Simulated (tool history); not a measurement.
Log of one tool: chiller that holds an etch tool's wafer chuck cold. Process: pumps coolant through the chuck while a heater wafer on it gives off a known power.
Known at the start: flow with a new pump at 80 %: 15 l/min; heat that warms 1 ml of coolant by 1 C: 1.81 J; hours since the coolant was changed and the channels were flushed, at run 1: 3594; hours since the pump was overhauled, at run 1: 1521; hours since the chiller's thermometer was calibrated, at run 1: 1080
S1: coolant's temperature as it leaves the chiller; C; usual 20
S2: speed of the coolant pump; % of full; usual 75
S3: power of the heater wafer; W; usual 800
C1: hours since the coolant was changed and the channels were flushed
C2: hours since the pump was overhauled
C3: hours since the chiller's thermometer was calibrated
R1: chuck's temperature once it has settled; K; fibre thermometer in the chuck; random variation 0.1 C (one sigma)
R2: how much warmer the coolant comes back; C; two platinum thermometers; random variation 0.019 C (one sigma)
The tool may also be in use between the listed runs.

run,day,S1,S2,S3,C1,C2,C3,R1,R2
1,0,20,75,800,3594,1521,1080,298.55,1.92
2,2.746,20,75,800,3659,1587,1145,298.55,1.91
3,4.238,20,75,800,3695,1622,1181,298.55,1.89
4,6.442,20,75,800,3748,1675,1234,298.45,1.91
5,8.096,20,75,800,3788,1715,1274,298.55,1.91
6,9.929,20,75,800,3832,1759,1318,298.65,1.89
7,11.342,20,75,800,3866,1793,1352,298.75,1.9
8,13.821,20,96,800,3925,1852,1411,297.55,1.48
9,16.288,20,96,800,3984,1912,1471,297.45,1.44
10,19.146,20,96,800,4053,1980,1539,297.75,1.44
11,20.588,28,96,800,4088,2015,1574,305.55,1.47
# day 20.808: chiller's thermometer calibrated
12,23.2,12,73,856,4149,2077,57,290.95,2.13
13,25.608,12,73,856,4207,2134,115,290.95,2.1
14,27.017,12,73,856,4241,2168,149,290.95,2.1
15,28.996,12,73,856,4288,2216,197,290.95,2.1
16,30.967,20,97,447,4336,2263,244,295.35,0.81
17,33.896,20,97,626,4406,2333,314,296.35,1.14
18,35.108,20,97,626,4435,2362,343,296.35,1.15
19,36.488,20,97,626,4468,2395,376,296.45,1.15
# day 36.733: chiller's thermometer calibrated, once more
20,37.917,20,81,980,4502,2429,28,299.45,2.13
21,39.921,19,97,904,4550,2477,77,297.45,1.62

The same runs without the tool's hidden state, with the same run-to-run variation:
The hidden state here: heat passed by the chuck's channels, % of clean ones'; flow at a given pump speed, % of a new pump's; coolant's true temperature over the reading, C; drift of the gauge itself on chuck_c, C; drift of the gauge itself on warmer_back_c, C.
run,R1
1,298.35
2,298.35
3,298.35
4,298.25
5,298.45
6,298.45
7,298.55
8,297.45
9,297.35
10,297.55
11,305.45
12,290.85
13,290.85
14,290.75
15,290.75
16,295.45
17,296.35
18,296.35
19,296.45
20,299.05
21,297.15
R2: within 0.02 C of the measured result in every run.
